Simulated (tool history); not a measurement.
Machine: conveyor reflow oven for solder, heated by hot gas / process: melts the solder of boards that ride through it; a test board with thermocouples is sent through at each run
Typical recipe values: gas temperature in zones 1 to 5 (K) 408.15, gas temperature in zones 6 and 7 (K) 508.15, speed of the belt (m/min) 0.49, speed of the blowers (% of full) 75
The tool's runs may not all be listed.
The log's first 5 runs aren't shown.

run    hour  gas temperature in zones 1 to 5 (K)  gas temperature in zones 6 and 7 (K)  speed of the belt (m/min)  speed of the blowers (% of full)  highest temperature of the board (K)  time above the solder's melting point (s)
  6   262.5                               408.15                                508.15                       0.49                                75                                491.75                                         55
  7   298.1                               408.15                                508.15                       0.49                                68                                490.25                                       54.2
      328.5  -- flux residue cleaned out of gas plates and filters, once more
  8   357.1                               408.15                                508.15                       0.49                                68                                492.85                                       56.6
  9   429.3                               408.15                                508.15                       0.49                                68                                492.65                                       56.5
 10   492.4                               408.15                                508.15                       0.49                                68                                492.65                                       56.4
 11   562.3                               408.15                                508.15                       0.49                                75                                493.65                                       57.4
 12   617.6                               408.15                                508.15                       0.49                                75                                493.75                                       57.5
 13   658.6                               408.15                                508.15                       0.49                                75                                493.75                                       57.6
 14   723.1                               408.15                                519.15                       0.49                                75                                503.35                                         63
 15   787.9                               408.15                                519.15                       0.49                                75                                503.25                                       63.1
      830.6  -- flux residue cleaned out of gas plates and filters
 16   838.8                               408.15                                519.15                       0.49                                75                                505.15                                       64.3
 17   906.3                               408.15                                519.15                      0.454                                80                                508.15                                       71.2
 18   977.4                               408.15                                519.15                      0.454                                80                                507.75                                       71.7
 19    1024                               402.15                                508.15                      0.474                                75                                494.65                                       58.9
 20  1092.9                               408.15                                508.15                      0.391                                52                                496.55                                       75.8
 21  1136.3                               422.15                                498.15                       0.49                                65                                486.45                                       57.7
 22  1187.7                               422.15                                502.15                      0.445                                75                                493.45                                       69.9
 23  1253.7                               422.15                                502.15                      0.445                                75                                493.35                                       69.8
 24  1313.7                               422.15                                502.15                      0.538                                75                                488.75                                       53.9
     1334.1  -- flux residue cleaned out of gas plates and filters
 25  1367.7                               422.15                                502.15                      0.538                                75                                490.15                                       55.5
 26  1440.9                               413.15                                499.15                      0.416                                69                                491.25                                       70.3
 27  1495.5                               421.15                                517.15                      0.541                                81                                503.65                                       62.4
 28  1559.7                               405.15                                508.15                       0.52                                75                                493.25                                       53.4
 29  1592.8                               405.15                                508.15                       0.52                                75                                493.55                                       53.5
 30  1629.3                               408.15                                502.15                      0.469                                75                                491.35                                       59.7

3 options for the next run, each taken on its own from the tool as it stands now. Forecast them:
  A  1667.9                               408.15                                496.15                      0.553                                79                                     ?                                          ?
  B  1667.9                               408.15                                518.15                      0.469                                81                                     ?                                          ?
  C  1667.9                               408.15                                502.15                      0.436                                75                                     ?                                          ?

run  highest temperature of the board (K)  time above the solder's melting point (s)
  A                                482.05                                       42.8
  B                                506.95                                       69.3
  C                                492.75                                       66.4
Without the tool's hidden state the same runs would have given:
run  highest temperature of the board (K)  time above the solder's melting point (s)
  A                                481.05                                         41
  B                                505.85                                       66.9
  C                                491.55                                       63.9
